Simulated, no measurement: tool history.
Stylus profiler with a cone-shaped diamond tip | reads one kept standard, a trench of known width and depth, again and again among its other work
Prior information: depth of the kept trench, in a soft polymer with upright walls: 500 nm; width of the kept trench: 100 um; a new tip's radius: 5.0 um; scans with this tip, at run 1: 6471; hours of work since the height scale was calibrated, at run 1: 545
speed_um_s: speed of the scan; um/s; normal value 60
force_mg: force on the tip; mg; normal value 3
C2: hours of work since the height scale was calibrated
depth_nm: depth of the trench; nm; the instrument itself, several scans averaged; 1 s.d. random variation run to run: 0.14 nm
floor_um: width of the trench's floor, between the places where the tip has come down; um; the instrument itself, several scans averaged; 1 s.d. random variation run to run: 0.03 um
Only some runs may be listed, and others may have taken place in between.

Run 1, hour 0: usual settings; scans with this tip 6471; C2 545. Result: depth_nm 507.92 nm, floor_um 95.29 um.
Run 2, hour 23.2: usual settings; scans with this tip 6594; C2 555. Result: depth_nm 508.13 nm, floor_um 95.36 um.
Run 3, hour 39.8: usual settings but speed_um_s 165 um/s; scans with this tip 6682; C2 562. Result: depth_nm 507.9 nm, floor_um 94.78 um.
Run 4, hour 76.3: usual settings but speed_um_s 165 um/s; scans with this tip 6874; C2 579. Result: depth_nm 507.84 nm, floor_um 94.83 um.
Run 5, hour 102.4: usual settings; scans with this tip 7012; C2 590. Result: depth_nm 508.07 nm, floor_um 95.28 um.
Run 6, hour 130.1: usual settings; scans with this tip 7159; C2 602. Result: depth_nm 507.95 nm, floor_um 95.3 um.
Run 7, hour 167.1: usual settings but speed_um_s 106 um/s, force_mg 4.87 mg; scans with this tip 7354; C2 619. Result: depth_nm 511.04 nm, floor_um 95.17 um.
Run 8, hour 184.4: usual settings but speed_um_s 106 um/s, force_mg 4.87 mg; scans with this tip 7445; C2 627. Result: depth_nm 511.26 nm, floor_um 95.2 um.
Run 9, hour 222.1: usual settings but force_mg 3.67 mg; scans with this tip 7645; C2 643. Result: depth_nm 509.13 nm, floor_um 95.36 um.
Run 10, hour 255.7: usual settings but force_mg 1.17 mg; scans with this tip 7822; C2 658. Result: depth_nm 504.65 nm, floor_um 95.13 um.
Run 11, hour 287.5: usual settings but force_mg 1.17 mg; scans with this tip 7990; C2 672. Result: depth_nm 504.16 nm, floor_um 95.17 um.

Below are 4 alternative next runs, each starting from the tool's condition after run 11. Predict each:
Run A, hour 322.1: usual settings but speed_um_s 58 um/s, force_mg 5.64 mg; scans with this tip 8173; C2 688. Result: depth_nm ?, floor_um ?.
Run B, hour 322.1: usual settings but speed_um_s 175 um/s, force_mg 5.27 mg; scans with this tip 8173; C2 688. Result: depth_nm ?, floor_um ?.
Run C, hour 322.1: usual settings but speed_um_s 54 um/s, force_mg 3.23 mg; scans with this tip 8173; C2 688. Result: depth_nm ?, floor_um ?.
Run D, hour 322.1: usual settings but speed_um_s 105 um/s, force_mg 4.15 mg; scans with this tip 8173; C2 688. Result: depth_nm ?, floor_um ?.

run  depth_nm  floor_um
  A    512.15     95.39
  B    511.73     94.98
  C    508.46     95.35
  D    510.14     95.16
Without the tool's hidden state the same runs would have given:
run  depth_nm  floor_um
  A    512.14      95.4
  B    511.72     94.99
  C    508.45     95.36
  D    510.13     95.17

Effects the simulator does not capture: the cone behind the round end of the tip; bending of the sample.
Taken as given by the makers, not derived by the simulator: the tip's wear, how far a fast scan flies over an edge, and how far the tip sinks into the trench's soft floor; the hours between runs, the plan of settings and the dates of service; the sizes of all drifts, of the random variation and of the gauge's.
